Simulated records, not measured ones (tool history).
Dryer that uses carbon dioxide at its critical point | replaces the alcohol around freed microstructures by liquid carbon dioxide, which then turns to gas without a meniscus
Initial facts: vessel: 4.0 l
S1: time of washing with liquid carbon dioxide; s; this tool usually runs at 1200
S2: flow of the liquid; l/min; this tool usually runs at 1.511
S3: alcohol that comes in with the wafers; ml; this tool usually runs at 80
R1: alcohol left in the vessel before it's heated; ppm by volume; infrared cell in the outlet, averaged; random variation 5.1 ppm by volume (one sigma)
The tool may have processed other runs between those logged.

{"run": 1, "hour": 0.0, "S1": 1200, "S2": 1.511, "S3": 80, "R1": 162}
{"run": 2, "hour": 45.9, "S1": 1200, "S2": 1.511, "S3": 80, "R1": 179}
{"hour": 61.0, "done": "inlet filter changed"}
{"run": 3, "hour": 83.6, "S1": 1200, "S2": 1.511, "S3": 80, "R1": 110}
{"run": 4, "hour": 122.8, "S1": 1200, "S2": 1.511, "S3": 80, "R1": 118}
{"run": 5, "hour": 148.3, "S1": 1500, "S2": 1.511, "S3": 80, "R1": 83}
{"run": 6, "hour": 205.5, "S1": 1080, "S2": 1.511, "S3": 80, "R1": 191}
{"run": 7, "hour": 229.3, "S1": 1080, "S2": 1.511, "S3": 80, "R1": 196}
{"run": 8, "hour": 260.3, "S1": 1080, "S2": 1.511, "S3": 80, "R1": 223}
{"run": 9, "hour": 284.9, "S1": 1200, "S2": 1.511, "S3": 115, "R1": 210}
{"run": 10, "hour": 330.3, "S1": 1200, "S2": 1.511, "S3": 84, "R1": 176}
{"run": 11, "hour": 379.6, "S1": 1200, "S2": 1.511, "S3": 84, "R1": 217}
{"run": 12, "hour": 427.1, "S1": 1200, "S2": 1.511, "S3": 84, "R1": 224}
{"hour": 438.7, "done": "inlet filter changed"}
{"run": 13, "hour": 455.0, "S1": 1200, "S2": 1.511, "S3": 84, "R1": 152}
{"run": 14, "hour": 499.9, "S1": 1020, "S2": 0.94, "S3": 56, "R1": 747}
{"run": 15, "hour": 531.5, "S1": 1740, "S2": 1.24, "S3": 80, "R1": 131}
{"run": 16, "hour": 557.2, "S1": 900, "S2": 1.93, "S3": 80, "R1": 190}
{"run": 17, "hour": 614.0, "S1": 900, "S2": 1.93, "S3": 80, "R1": 204}
{"run": 18, "hour": 643.8, "S1": 1200, "S2": 2.08, "S3": 88, "R1": 126}
{"run": 19, "hour": 691.2, "S1": 1200, "S2": 1.26, "S3": 76, "R1": 346}
{"run": 20, "hour": 732.9, "S1": 720, "S2": 2.25, "S3": 92, "R1": 327}
{"run": 21, "hour": 784.7, "S1": 720, "S2": 2.25, "S3": 92, "R1": 344}
{"hour": 816.1, "done": "inlet filter changed"}
{"run": 22, "hour": 816.1, "S1": 1740, "S2": 1.85, "S3": 53, "R1": 143}
{"run": 23, "hour": 844.9, "S1": 1680, "S2": 1.85, "S3": 53, "R1": 148}
{"run": 24, "hour": 893.6, "S1": 1740, "S2": 1.01, "S3": 80, "R1": 215}
{"run": 25, "hour": 932.8, "S1": 1080, "S2": 1.04, "S3": 27, "R1": 348}

What if the next run were any one of these 3? Each begins from the tool's condition after run 25:
{"run": "A", "hour": 957.1, "S1": 1680, "S2": 2.56, "S3": 58, "R1": "?"}
{"run": "B", "hour": 957.1, "S1": 1200, "S2": 0.92, "S3": 80, "R1": "?"}
{"run": "C", "hour": 957.1, "S1": 1020, "S2": 1.04, "S3": 60, "R1": "?"}

run=A R1=146
run=B R1=782
run=C R1=687
Stripped of hidden state, with their random variation kept, the same runs would have yielded:
run=A R1=3
run=B R1=498
run=C R1=430

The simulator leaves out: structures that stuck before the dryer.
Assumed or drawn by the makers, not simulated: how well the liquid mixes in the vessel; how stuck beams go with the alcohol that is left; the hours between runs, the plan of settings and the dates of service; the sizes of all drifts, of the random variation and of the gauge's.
